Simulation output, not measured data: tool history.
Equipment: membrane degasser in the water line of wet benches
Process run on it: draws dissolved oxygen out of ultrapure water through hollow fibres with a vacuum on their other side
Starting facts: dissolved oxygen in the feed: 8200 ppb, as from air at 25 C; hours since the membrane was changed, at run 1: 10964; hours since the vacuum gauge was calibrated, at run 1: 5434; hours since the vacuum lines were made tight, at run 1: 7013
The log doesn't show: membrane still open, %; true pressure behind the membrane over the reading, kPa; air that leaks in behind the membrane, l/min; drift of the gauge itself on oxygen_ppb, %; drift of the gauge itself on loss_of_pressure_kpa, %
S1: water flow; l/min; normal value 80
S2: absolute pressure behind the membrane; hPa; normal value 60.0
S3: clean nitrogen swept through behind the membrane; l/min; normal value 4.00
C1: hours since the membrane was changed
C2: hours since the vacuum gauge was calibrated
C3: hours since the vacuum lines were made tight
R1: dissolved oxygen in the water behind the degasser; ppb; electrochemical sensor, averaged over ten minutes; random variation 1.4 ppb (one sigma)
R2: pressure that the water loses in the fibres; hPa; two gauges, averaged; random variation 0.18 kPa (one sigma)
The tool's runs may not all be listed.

run 1 hour=0.0 | S1=80 S2=60.0 S3=4.00 | C1=10964 C2=5434 C3=7013 | R1=154.6 R2=369.1
run 2 hour=291.5 | S1=77 S2=60.0 S3=4.00 | C1=11255 C2=5726 C3=7304 | R1=153.0 R2=353.1
run 3 hour=612.4 | S1=77 S2=60.0 S3=4.00 | C1=11576 C2=6047 C3=7625 | R1=149.3 R2=356.3
run 4 hour=909.4 | S1=77 S2=60.0 S3=3.50 | C1=11873 C2=6344 C3=7922 | R1=166.8 R2=355.8
run 5 hour=1076.0 | S1=77 S2=60.0 S3=3.50 | C1=12040 C2=6511 C3=8089 | R1=167.1 R2=361.1
-- hour=1371.2 vacuum gauge calibrated
run 6 hour=1371.2 | S1=77 S2=60.0 S3=2.32 | C1=12334 C2=0 C3=8384 | R1=215.9 R2=357.3
run 7 hour=1520.9 | S1=80 S2=60.0 S3=4.00 | C1=12484 C2=150 C3=8533 | R1=153.0 R2=373.0
run 8 hour=1715.3 | S1=80 S2=60.0 S3=4.00 | C1=12678 C2=344 C3=8728 | R1=153.2 R2=374.5
run 9 hour=2004.6 | S1=80 S2=60.0 S3=4.00 | C1=12968 C2=633 C3=9017 | R1=152.9 R2=377.1
run 10 hour=2193.5 | S1=80 S2=60.0 S3=4.00 | C1=13157 C2=822 C3=9206 | R1=155.1 R2=378.7
run 11 hour=2497.3 | S1=80 S2=60.0 S3=4.00 | C1=13460 C2=1126 C3=9510 | R1=156.9 R2=378.6
-- hour=2700.2 seals of the vacuum lines changed
run 12 hour=2700.2 | S1=80 S2=60.0 S3=4.00 | C1=13661 C2=1327 C3=0 | R1=156.6 R2=380.1
run 13 hour=2873.6 | S1=80 S2=60.0 S3=2.35 | C1=13835 C2=1500 C3=173 | R1=223.4 R2=376.4
run 14 hour=3148.0 | S1=80 S2=60.0 S3=2.99 | C1=14109 C2=1775 C3=448 | R1=193.9 R2=379.4
run 15 hour=3404.7 | S1=80 S2=43.3 S3=9.41 | C1=14366 C2=2031 C3=705 | R1=56.4 R2=380.6
run 16 hour=3667.3 | S1=89 S2=48.5 S3=6.41 | C1=14628 C2=2294 C3=967 | R1=98.3 R2=425.0
run 17 hour=3996.2 | S1=89 S2=48.5 S3=6.41 | C1=14957 C2=2623 C3=1296 | R1=97.4 R2=425.3
run 18 hour=4275.6 | S1=76 S2=60.0 S3=1.90 | C1=15237 C2=2902 C3=1575 | R1=255.8 R2=362.2
-- hour=4514.9 membrane cartridge changed
run 19 hour=4547.0 | S1=76 S2=60.0 S3=1.90 | C1=32 C2=3170 C3=1843 | R1=235.6 R2=314.4
run 20 hour=4873.6 | S1=55 S2=71.8 S3=2.01 | C1=359 C2=3496 C3=2169 | R1=236.1 R2=230.7
run 21 hour=5074.7 | S1=55 S2=41.5 S3=4.40 | C1=560 C2=3697 C3=2371 | R1=35.8 R2=233.4
run 22 hour=5324.4 | S1=74 S2=139.7 S3=4.00 | C1=810 C2=3947 C3=2620 | R1=439.8 R2=311.0
run 23 hour=5601.0 | S1=80 S2=115.2 S3=10.66 | C1=1086 C2=4224 C3=2897 | R1=167.4 R2=339.1
run 24 hour=5774.5 | S1=80 S2=105.5 S3=4.00 | C1=1260 C2=4397 C3=3070 | R1=336.7 R2=337.2
run 25 hour=5922.4 | S1=98 S2=145.3 S3=8.98 | C1=1408 C2=4545 C3=3218 | R1=314.0 R2=414.2
run 26 hour=6174.6 | S1=98 S2=145.3 S3=8.98 | C1=1660 C2=4797 C3=3470 | R1=309.5 R2=414.4

3 options for the next run, each taken on its own from the tool as it stands now. Forecast them:
run A hour=6429.8 | S1=66 S2=145.3 S3=8.98 | C1=1915 C2=5053 C3=3726 | R1=? R2=?
run B hour=6429.8 | S1=49 S2=96.2 S3=7.96 | C1=1915 C2=5053 C3=3726 | R1=? R2=?
run C hour=6429.8 | S1=79 S2=38.3 S3=8.98 | C1=1915 C2=5053 C3=3726 | R1=? R2=?

run=A R1=207.7 R2=278.8
run=B R1=98.9 R2=209.0
run=C R1=32.1 R2=336.4
The same runs, with their run-to-run variation unchanged, on a tool lacking any hidden condition would have given:
run=A R1=204.2 R2=274.4
run=B R1=96.5 R2=205.7
run=C R1=28.3 R2=331.1
